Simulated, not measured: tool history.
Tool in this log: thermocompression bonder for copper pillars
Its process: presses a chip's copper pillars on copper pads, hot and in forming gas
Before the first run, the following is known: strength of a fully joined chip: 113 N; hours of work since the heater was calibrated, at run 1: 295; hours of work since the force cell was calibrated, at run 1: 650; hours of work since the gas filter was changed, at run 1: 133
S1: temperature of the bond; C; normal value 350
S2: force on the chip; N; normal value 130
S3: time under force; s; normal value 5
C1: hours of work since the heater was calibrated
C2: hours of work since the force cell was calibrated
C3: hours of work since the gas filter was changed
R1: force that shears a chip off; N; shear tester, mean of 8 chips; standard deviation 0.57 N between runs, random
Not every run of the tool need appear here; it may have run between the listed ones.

Run 1, day 0: usual settings; C1 295; C2 650; C3 133. Result: R1 69.2 N.
Run 2, day 0.288: usual settings; C1 300; C2 655; C3 138. Result: R1 68.8 N.
Run 3, day 0.938: usual settings; C1 310; C2 665; C3 148. Result: R1 67.9 N.
Run 4, day 1.462: usual settings; C1 318; C2 673; C3 156. Result: R1 68.4 N.
Run 5, day 1.879: usual settings; C1 324; C2 679; C3 163. Result: R1 67.1 N.
Run 6, day 2.488: usual settings; C1 334; C2 689; C3 172. Result: R1 66.9 N.
Run 7, day 2.796: usual settings; C1 339; C2 693; C3 177. Result: R1 67.3 N.
Run 8, day 3.354: usual settings; C1 347; C2 702; C3 185. Result: R1 66.7 N.
Run 9, day 3.8: usual settings; C1 354; C2 709; C3 192. Result: R1 67.2 N.
At day 3.942: heater calibrated with a thermocouple chip.
Run 10, day 4.492: usual settings; C1 9; C2 718; C3 202. Result: R1 66 N.
Run 11, day 5.121: usual settings; C1 18; C2 728; C3 211. Result: R1 65.5 N.
Run 12, day 5.675: usual settings but S1 321 C, S3 6 s; C1 27; C2 737; C3 220. Result: R1 52.7 N.
Run 13, day 6.15: usual settings but S1 321 C, S3 6 s; C1 34; C2 744; C3 227. Result: R1 51.2 N.

Expected results for the next run?
Run 14, day 6.592: usual settings but S1 321 C, S3 6 s; C1 41; C2 751; C3 234. Result: R1 ?.

{"run 14": {"R1": 52.2}}
Had the tool carried no hidden state, the very same run would have given R1 61.9 N.
